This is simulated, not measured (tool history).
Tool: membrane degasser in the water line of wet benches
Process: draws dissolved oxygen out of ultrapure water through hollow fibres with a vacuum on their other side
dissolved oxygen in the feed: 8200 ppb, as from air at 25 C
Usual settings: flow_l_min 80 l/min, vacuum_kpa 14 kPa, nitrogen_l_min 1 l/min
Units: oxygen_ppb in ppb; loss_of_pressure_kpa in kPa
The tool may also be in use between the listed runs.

{"run": 1, "hour": 0.0, "flow_l_min": 80, "vacuum_kpa": 14, "nitrogen_l_min": 1, "oxygen_ppb": 1365.6, "loss_of_pressure_kpa": 53.87}
{"run": 2, "hour": 298.0, "flow_l_min": 80, "vacuum_kpa": 14, "nitrogen_l_min": 1, "oxygen_ppb": 1369.1, "loss_of_pressure_kpa": 53.91}
{"run": 3, "hour": 585.3, "flow_l_min": 58, "vacuum_kpa": 14, "nitrogen_l_min": 1, "oxygen_ppb": 1078.5, "loss_of_pressure_kpa": 39.27}
{"run": 4, "hour": 790.1, "flow_l_min": 54, "vacuum_kpa": 14, "nitrogen_l_min": 1, "oxygen_ppb": 1021.2, "loss_of_pressure_kpa": 36.88}
{"run": 5, "hour": 1017.4, "flow_l_min": 54, "vacuum_kpa": 14, "nitrogen_l_min": 1, "oxygen_ppb": 1019.2, "loss_of_pressure_kpa": 36.6}
{"run": 6, "hour": 1307.3, "flow_l_min": 54, "vacuum_kpa": 14, "nitrogen_l_min": 1, "oxygen_ppb": 1015, "loss_of_pressure_kpa": 36.55}
{"run": 7, "hour": 1523.9, "flow_l_min": 80, "vacuum_kpa": 23, "nitrogen_l_min": 1, "oxygen_ppb": 2187.2, "loss_of_pressure_kpa": 54.35}
{"run": 8, "hour": 1741.2, "flow_l_min": 80, "vacuum_kpa": 23, "nitrogen_l_min": 1, "oxygen_ppb": 2173.8, "loss_of_pressure_kpa": 54.18}
{"run": 9, "hour": 1905.3, "flow_l_min": 80, "vacuum_kpa": 14, "nitrogen_l_min": 1, "oxygen_ppb": 1358, "loss_of_pressure_kpa": 54.15}
{"run": 10, "hour": 2181.5, "flow_l_min": 80, "vacuum_kpa": 14, "nitrogen_l_min": 1, "oxygen_ppb": 1353.1, "loss_of_pressure_kpa": 53.87}
{"hour": 2223.8, "done": "seals of the vacuum lines changed"}
{"run": 11, "hour": 2480.4, "flow_l_min": 80, "vacuum_kpa": 14, "nitrogen_l_min": 1, "oxygen_ppb": 1339.7, "loss_of_pressure_kpa": 54.13}
{"run": 12, "hour": 2681.3, "flow_l_min": 80, "vacuum_kpa": 14, "nitrogen_l_min": 2.01, "oxygen_ppb": 873.2, "loss_of_pressure_kpa": 54.28}
{"run": 13, "hour": 2928.8, "flow_l_min": 80, "vacuum_kpa": 14, "nitrogen_l_min": 1, "oxygen_ppb": 1345, "loss_of_pressure_kpa": 54.12}
{"run": 14, "hour": 3084.0, "flow_l_min": 80, "vacuum_kpa": 14, "nitrogen_l_min": 2.19, "oxygen_ppb": 823.6, "loss_of_pressure_kpa": 54.02}
{"hour": 3109.0, "done": "vacuum gauge calibrated"}
{"run": 15, "hour": 3399.5, "flow_l_min": 80, "vacuum_kpa": 27.2, "nitrogen_l_min": 1, "oxygen_ppb": 2511.8, "loss_of_pressure_kpa": 54.06}
{"run": 16, "hour": 3552.3, "flow_l_min": 80, "vacuum_kpa": 27.2, "nitrogen_l_min": 1, "oxygen_ppb": 2494.5, "loss_of_pressure_kpa": 54.54}
{"run": 17, "hour": 3688.4, "flow_l_min": 123, "vacuum_kpa": 14, "nitrogen_l_min": 1, "oxygen_ppb": 1801.7, "loss_of_pressure_kpa": 83.59}
{"run": 18, "hour": 3966.3, "flow_l_min": 57, "vacuum_kpa": 14, "nitrogen_l_min": 0.93, "oxygen_ppb": 1096.6, "loss_of_pressure_kpa": 38.37}
{"run": 19, "hour": 4251.6, "flow_l_min": 56, "vacuum_kpa": 24.3, "nitrogen_l_min": 1, "oxygen_ppb": 1806, "loss_of_pressure_kpa": 37.64}
{"run": 20, "hour": 4402.0, "flow_l_min": 56, "vacuum_kpa": 27.4, "nitrogen_l_min": 1, "oxygen_ppb": 1999, "loss_of_pressure_kpa": 38.32}
{"run": 21, "hour": 4627.7, "flow_l_min": 80, "vacuum_kpa": 12.4, "nitrogen_l_min": 0.53, "oxygen_ppb": 1623.9, "loss_of_pressure_kpa": 54.13}
{"run": 22, "hour": 4815.1, "flow_l_min": 97, "vacuum_kpa": 15.7, "nitrogen_l_min": 2.84, "oxygen_ppb": 935.5, "loss_of_pressure_kpa": 65.68}
{"run": 23, "hour": 5023.8, "flow_l_min": 95, "vacuum_kpa": 15.7, "nitrogen_l_min": 1.08, "oxygen_ppb": 1623, "loss_of_pressure_kpa": 63.9}
{"run": 24, "hour": 5205.5, "flow_l_min": 95, "vacuum_kpa": 15.7, "nitrogen_l_min": 1.08, "oxygen_ppb": 1612.3, "loss_of_pressure_kpa": 64.42}
{"hour": 5304.9, "done": "gauge calibrated"}
{"run": 25, "hour": 5444.5, "flow_l_min": 95, "vacuum_kpa": 15.7, "nitrogen_l_min": 1.08, "oxygen_ppb": 1664.4, "loss_of_pressure_kpa": 64.14}
{"run": 26, "hour": 5715.2, "flow_l_min": 80, "vacuum_kpa": 29.9, "nitrogen_l_min": 1, "oxygen_ppb": 2737.4, "loss_of_pressure_kpa": 54.49}
{"run": 27, "hour": 5927.9, "flow_l_min": 80, "vacuum_kpa": 29.9, "nitrogen_l_min": 1, "oxygen_ppb": 2737.7, "loss_of_pressure_kpa": 54.12}
{"run": 28, "hour": 6219.3, "flow_l_min": 80, "vacuum_kpa": 29.9, "nitrogen_l_min": 1, "oxygen_ppb": 2732.3, "loss_of_pressure_kpa": 54.51}
{"run": 29, "hour": 6351.0, "flow_l_min": 123, "vacuum_kpa": 17.5, "nitrogen_l_min": 1, "oxygen_ppb": 2259.7, "loss_of_pressure_kpa": 82.69}
{"run": 30, "hour": 6497.2, "flow_l_min": 69, "vacuum_kpa": 20.7, "nitrogen_l_min": 1.93, "oxygen_ppb": 1198.4, "loss_of_pressure_kpa": 46.36}
{"run": 31, "hour": 6728.1, "flow_l_min": 69, "vacuum_kpa": 20.7, "nitrogen_l_min": 1.93, "oxygen_ppb": 1186.2, "loss_of_pressure_kpa": 46.67}
{"hour": 6756.6, "done": "membrane cartridge changed"}
{"run": 32, "hour": 6994.1, "flow_l_min": 62, "vacuum_kpa": 17.6, "nitrogen_l_min": 0.46, "oxygen_ppb": 2215.4, "loss_of_pressure_kpa": 41.87}
{"run": 33, "hour": 7124.7, "flow_l_min": 62, "vacuum_kpa": 17.6, "nitrogen_l_min": 0.46, "oxygen_ppb": 2201.7, "loss_of_pressure_kpa": 41.86}

Hidden state or all else? Some run-to-run changes of oxygen_ppb, split into what the settings, what came in and random variation would give without the hidden state, and what is left for the hidden state (with any gauge scatter that isn't in both results):
The hidden state here: membrane still open, %; true pressure behind the membrane over the reading, kPa; air that leaks in behind the membrane, l/min; drift of the gauge itself on oxygen_ppb, %; drift of the gauge itself on loss_of_pressure_kpa, %.
Run 6 -> 7: flow_l_min 54 -> 80, vacuum_kpa 14 -> 23. oxygen_ppb +1172.2 ppb: hidden state -10.9, all else +1183.1.
Run 14 -> 15: vacuum_kpa 14 -> 27.2, nitrogen_l_min 2.19 -> 1, vacuum gauge calibrated. oxygen_ppb +1688.2 ppb: hidden state -35.1, all else +1723.3.
Run 22 -> 23: flow_l_min 97 -> 95, nitrogen_l_min 2.84 -> 1.08. oxygen_ppb +687.5 ppb: hidden state -20.7, all else +708.2.
Run 24 -> 25: gauge calibrated. oxygen_ppb +52.1 ppb: hidden state +46.2, all else +5.9.
Run 25 -> 26: flow_l_min 95 -> 80, vacuum_kpa 15.7 -> 29.9, nitrogen_l_min 1.08 -> 1. oxygen_ppb +1073 ppb: hidden state -5.5, all else +1078.5.
